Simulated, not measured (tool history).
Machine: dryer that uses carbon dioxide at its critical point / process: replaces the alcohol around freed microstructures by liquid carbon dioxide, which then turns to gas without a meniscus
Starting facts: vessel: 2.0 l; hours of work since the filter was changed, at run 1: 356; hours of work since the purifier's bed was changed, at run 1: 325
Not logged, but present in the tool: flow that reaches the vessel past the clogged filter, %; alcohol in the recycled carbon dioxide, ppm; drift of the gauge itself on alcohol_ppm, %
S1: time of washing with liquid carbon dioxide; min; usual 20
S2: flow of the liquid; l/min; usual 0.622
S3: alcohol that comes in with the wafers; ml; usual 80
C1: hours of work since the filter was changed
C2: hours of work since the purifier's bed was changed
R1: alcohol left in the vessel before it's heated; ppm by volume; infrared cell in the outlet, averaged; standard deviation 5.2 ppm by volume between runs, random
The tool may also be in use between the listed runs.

run 1 hour=0 | S1=20 S2=0.622 S3=80 | C1=356 C2=325 | R1=223
run 2 hour=16.3 | S1=20 S2=0.622 S3=80 | C1=369 C2=338 | R1=221
run 3 hour=36 | S1=20 S2=0.622 S3=80 | C1=385 C2=353 | R1=238
run 4 hour=51.7 | S1=20 S2=0.622 S3=80 | C1=397 C2=366 | R1=243
run 5 hour=73.3 | S1=20 S2=0.622 S3=80 | C1=414 C2=383 | R1=243
run 6 hour=94.7 | S1=20 S2=0.622 S3=80 | C1=431 C2=399 | R1=244
run 7 hour=112.7 | S1=20 S2=0.622 S3=80 | C1=445 C2=414 | R1=259
run 8 hour=127.2 | S1=20 S2=0.622 S3=44 | C1=457 C2=425 | R1=189
run 9 hour=150.3 | S1=20 S2=0.622 S3=80 | C1=475 C2=443 | R1=278
run 10 hour=166.6 | S1=12 S2=0.622 S3=80 | C1=488 C2=456 | R1=1609
run 11 hour=196.1 | S1=16 S2=0.732 S3=86 | C1=511 C2=479 | R1=349
run 12 hour=219.4 | S1=20 S2=0.377 S3=55 | C1=529 C2=498 | R1=1189
run 13 hour=242.9 | S1=27 S2=0.622 S3=80 | C1=548 C2=516 | R1=145
-- hour=248.9 inlet filter changed
run 14 hour=267.8 | S1=27 S2=0.622 S3=80 | C1=15 C2=535 | R1=140
run 15 hour=289.2 | S1=16 S2=0.622 S3=34 | C1=32 C2=552 | R1=285
run 16 hour=306.8 | S1=13 S2=0.412 S3=32 | C1=46 C2=566 | R1=1425
run 17 hour=319 | S1=13 S2=0.412 S3=32 | C1=55 C2=575 | R1=1444
-- hour=334.6 purifier's bed changed
run 18 hour=337.3 | S1=19 S2=0.526 S3=38 | C1=67 C2=2 | R1=171

Predict each of these 5 candidate next runs independently; none follows another, all start after run 18:
run A hour=357.4 | S1=26 S2=0.688 S3=58 | C1=83 C2=18 | R1=?
run B hour=357.4 | S1=19 S2=0.508 S3=108 | C1=83 C2=18 | R1=?
run C hour=357.4 | S1=16 S2=0.526 S3=38 | C1=83 C2=18 | R1=?
run D hour=357.4 | S1=23 S2=0.519 S3=38 | C1=83 C2=18 | R1=?
run E hour=357.4 | S1=12 S2=0.498 S3=37 | C1=83 C2=18 | R1=?

run=A R1=18
run=B R1=572
run=C R1=370
run=D R1=75
run=E R1=1116
What these runs would have given with no unlogged condition in the tool:
run=A R1=12
run=B R1=525
run=C R1=342
run=D R1=63
run=E R1=1059
